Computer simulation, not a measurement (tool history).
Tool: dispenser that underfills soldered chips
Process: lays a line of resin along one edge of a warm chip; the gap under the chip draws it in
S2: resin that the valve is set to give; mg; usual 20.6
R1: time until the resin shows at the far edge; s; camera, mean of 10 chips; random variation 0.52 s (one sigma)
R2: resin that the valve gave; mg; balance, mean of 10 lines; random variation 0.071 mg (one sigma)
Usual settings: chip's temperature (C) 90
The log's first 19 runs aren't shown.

At day 4.771: new syringe of resin.
Run 20, day 5.071: usual settings but chip's temperature (C) 88, S2 21.3 mg. Result: R1 55.9 s, R2 20.53 mg.
At day 5.204: dispensing valve cleaned and set on the balance.
Run 21, day 5.371: usual settings but chip's temperature (C) 88, S2 21.3 mg. Result: R1 63.8 s, R2 21.26 mg.
At day 5.612: new syringe of resin.
Run 22, day 5.658: usual settings but chip's temperature (C) 88, S2 21.3 mg. Result: R1 46.9 s, R2 21.24 mg.
Run 23, day 5.85: usual settings but chip's temperature (C) 88, S2 21.6 mg. Result: R1 52.9 s, R2 21.48 mg.
Run 24, day 6.138: usual settings but chip's temperature (C) 105, S2 18.3 mg. Result: R1 35.2 s, R2 18.11 mg.
Run 25, day 6.333: usual settings but chip's temperature (C) 105, S2 18.3 mg. Result: R1 40.2 s, R2 17.95 mg.
At day 6.438: new syringe of resin.
Run 26, day 6.646: usual settings but chip's temperature (C) 79, S2 22.3 mg. Result: R1 70.9 s, R2 21.87 mg.
Run 27, day 6.862: usual settings but chip's temperature (C) 79, S2 22.3 mg. Result: R1 83.7 s, R2 21.81 mg.
Run 28, day 7.167: usual settings but chip's temperature (C) 104, S2 18.5 mg. Result: R1 41.5 s, R2 18.01 mg.
At day 7.254: new syringe of resin.
Run 29, day 7.492: usual settings but chip's temperature (C) 104, S2 18.5 mg. Result: R1 30.4 s, R2 17.89 mg.
Run 30, day 7.767: usual settings but chip's temperature (C) 91, S2 18.6 mg. Result: R1 57.5 s, R2 17.86 mg.
At day 8.079: new syringe of resin.
Run 31, day 8.088: usual settings but chip's temperature (C) 83, S2 22.7 mg. Result: R1 54.7 s, R2 21.68 mg.
At day 8.196: dispensing valve cleaned and set on the balance.
Run 32, day 8.496: usual settings but chip's temperature (C) 83, S2 19.4 mg. Result: R1 69.4 s, R2 19.38 mg.
Run 33, day 8.829: usual settings but chip's temperature (C) 83, S2 19.4 mg. Result: R1 84.3 s, R2 19.16 mg.
At day 8.95: new syringe of resin.
Run 34, day 9.104: usual settings but chip's temperature (C) 83, S2 19.4 mg. Result: R1 60.5 s, R2 19.23 mg.
Run 35, day 9.362: usual settings but chip's temperature (C) 94, S2 25.3 mg. Result: R1 45.9 s, R2 24.78 mg.
Run 36, day 9.658: usual settings but chip's temperature (C) 78, S2 25.3 mg. Result: R1 98.9 s, R2 24.8 mg.
At day 9.758: new syringe of resin.
Run 37, day 9.921: usual settings but S2 25.7 mg. Result: R1 45.8 s, R2 24.93 mg.

3 ways to go on from here, each from the tool as it stands after run 37. What would each give?
Run A, day 10.229: usual settings but chip's temperature (C) 91, S2 20.3 mg. Result: R1 ?, R2 ?.
Run B, day 10.229: usual settings but chip's temperature (C) 99. Result: R1 ?, R2 ?.
Run C, day 10.229: usual settings but S2 23.7 mg. Result: R1 ?, R2 ?.

run    R1     R2
  A  53.1  19.69
  B  40.2     20
  C  54.4  22.93
Without the tool's hidden state the same runs would have given:
run    R1     R2
  A    41  20.28
  B  31.2   20.6
  C  42.2  23.62
